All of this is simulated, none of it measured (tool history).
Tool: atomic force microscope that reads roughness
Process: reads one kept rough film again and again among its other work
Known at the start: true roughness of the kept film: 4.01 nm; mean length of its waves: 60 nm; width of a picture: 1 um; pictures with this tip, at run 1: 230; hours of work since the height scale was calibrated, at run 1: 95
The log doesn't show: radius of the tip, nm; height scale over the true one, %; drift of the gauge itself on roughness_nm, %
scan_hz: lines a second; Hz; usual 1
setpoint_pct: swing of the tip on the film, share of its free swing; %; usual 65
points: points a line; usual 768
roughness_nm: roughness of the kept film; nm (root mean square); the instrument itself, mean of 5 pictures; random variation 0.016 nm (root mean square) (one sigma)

| run | day | scan_hz | setpoint_pct | points | pictures with this tip | hours of work since the height scale was calibrated | roughness_nm |
|---|---|---|---|---|---|---|---|
| 1 | 0 | 1 | 65 | 768 | 230 | 95 | 3.775 |
|  | 1.971 | new tip fitted |
| 2 | 2.075 | 1 | 60 | 768 | 6 | 132 | 3.866 |
| 3 | 3.538 | 1 | 60 | 768 | 93 | 158 | 3.811 |
| 4 | 4.625 | 1.4 | 65 | 768 | 159 | 178 | 3.736 |
| 5 | 7.275 | 1.4 | 65 | 768 | 318 | 226 | 3.685 |
|  | 7.479 | height scale calibrated on a step standard |
|  | 7.838 | new tip fitted |
| 6 | 8.842 | 1.4 | 65 | 768 | 60 | 24 | 3.789 |
| 7 | 10.467 | 3.34 | 73 | 675 | 157 | 54 | 3.564 |
| 8 | 11.804 | 3.34 | 61 | 1019 | 238 | 78 | 3.661 |
|  | 13.658 | new tip fitted |
| 9 | 14.317 | 3.5 | 65 | 768 | 39 | 123 | 3.688 |
| 10 | 15.908 | 1.79 | 71 | 308 | 134 | 151 | 3.692 |
|  | 16.317 | height scale calibrated on a step standard, once more |
| 11 | 17.258 | 2.39 | 77 | 480 | 213 | 17 | 3.528 |
| 12 | 18.767 | 2.39 | 77 | 480 | 303 | 44 | 3.495 |

Forecast each of these 5 alternatives for the next run:
|  | 19.525 | new tip fitted |
| A | 20.688 | 2.39 | 58 | 352 | 69 | 79 | ? |
|  | 19.525 | new tip fitted |
| B | 20.688 | 1 | 58 | 768 | 69 | 79 | ? |
|  | 19.525 | new tip fitted |
| C | 20.688 | 2.39 | 77 | 691 | 69 | 79 | ? |
|  | 19.525 | new tip fitted |
| D | 20.688 | 2.45 | 86 | 474 | 69 | 79 | ? |
|  | 19.525 | new tip fitted |
| E | 20.688 | 2.66 | 69 | 355 | 69 | 79 | ? |

| run | roughness_nm |
|---|---|
| A | 3.754 |
| B | 3.826 |
| C | 3.633 |
| D | 3.483 |
| E | 3.7 |
Without the tool's hidden state the same runs would have given:
| run | roughness_nm |
|---|---|
| A | 3.791 |
| B | 3.863 |
| C | 3.668 |
| D | 3.517 |
| E | 3.737 |
